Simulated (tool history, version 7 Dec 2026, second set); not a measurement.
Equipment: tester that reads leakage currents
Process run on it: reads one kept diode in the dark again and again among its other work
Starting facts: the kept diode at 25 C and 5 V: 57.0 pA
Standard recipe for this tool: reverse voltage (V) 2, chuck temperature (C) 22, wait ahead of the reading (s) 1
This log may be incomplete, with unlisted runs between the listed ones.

run	day	reverse voltage (V)	chuck temperature (C)	wait ahead of the reading (s)	current that the tester gives (pA)
1	0	2	22	1	27.87
2	4.067	2	22	1	27.85
3	8.196	2	54	1	251.47
4	11.367	2	54	1	252.65
5	17.604	2	54	1	252.14
6	22.683	2	54	1	252.18
7	26.938	2	54	1	252.37
8	34.138	2	22	1	27.98
9	39.812	2	22	1	28.14
10	43.55	2	22	2.86	27.98
11	48.083	5.83	22	1	49.94
12	53.612	5.83	22	1	49.88
# day 54.742: chuck's temperature calibrated
13	58.275	5.83	22	1	50.17
14	64.958	5.83	22	1	50.16
15	68.204	5.83	22	1	50.26
16	71.679	5.83	22	1	49.95

Run 17 comes next. What will it give?
17	76.342	2.11	22	1	?

{"run 17": {"current that the tester gives (pA)": 28.78}}
Take away the tool's hidden state, keep the run-to-run variation as it was, and the same run would have given current that the tester gives (pA) 28.76.
